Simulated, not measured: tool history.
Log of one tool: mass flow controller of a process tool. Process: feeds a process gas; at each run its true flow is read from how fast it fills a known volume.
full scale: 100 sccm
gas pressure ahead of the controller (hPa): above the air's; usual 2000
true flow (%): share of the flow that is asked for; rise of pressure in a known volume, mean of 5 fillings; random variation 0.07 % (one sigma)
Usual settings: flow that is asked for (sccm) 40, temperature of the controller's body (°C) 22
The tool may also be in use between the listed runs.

run,hour,flow that is asked for (sccm),gas pressure ahead of the controller (hPa),temperature of the controller's body (°C),true flow (%)
1,0,40,2000,22,99.18
2,105.3,40,2000,22,99.19
3,209.1,40,2000,22,99.37
4,256.7,40,2000,22,99.06
5,367.7,40,2000,22,99.3
6,426.5,40,2000,22,99.3
7,522.1,40,2000,22,99.21
8,611.1,40,2000,22,99.31
9,697.1,33,2000,22,99.27
10,771.9,11,2000,22,98.92
11,851.3,11,2000,22,98.81
12,926.7,11,2000,22,98.87
13,1025.2,11,2000,22,98.89
14,1084.4,38,1770,23,99.05
15,1134,40,2460,30,99.81
16,1221.4,72,2460,30,100.32
17,1297.8,13,1630,30,98.92
18,1373.5,13,1630,30,98.97
19,1451.8,37,1790,29,99.25
20,1560.6,84,2000,27,99.83
21,1624.2,21,1510,27,98.65
22,1713.9,21,1510,27,98.83
23,1803.4,21,1510,27,98.9
24,1849.9,24,2390,31,99.83
25,1929,24,2450,31,99.78
26,1974.3,40,1470,25,98.81

Forecast each of these 4 alternatives for the next run:
A,2081.6,40,2210,25,?
B,2081.6,40,1760,34,?
C,2081.6,40,2480,27,?
D,2081.6,89,2030,24,?

run,true flow (%)
A,99.54
B,99.7
C,99.83
D,99.88
Without the tool's hidden state the same runs would have given:
run,true flow (%)
A,99.56
B,99.71
C,99.85
D,99.89

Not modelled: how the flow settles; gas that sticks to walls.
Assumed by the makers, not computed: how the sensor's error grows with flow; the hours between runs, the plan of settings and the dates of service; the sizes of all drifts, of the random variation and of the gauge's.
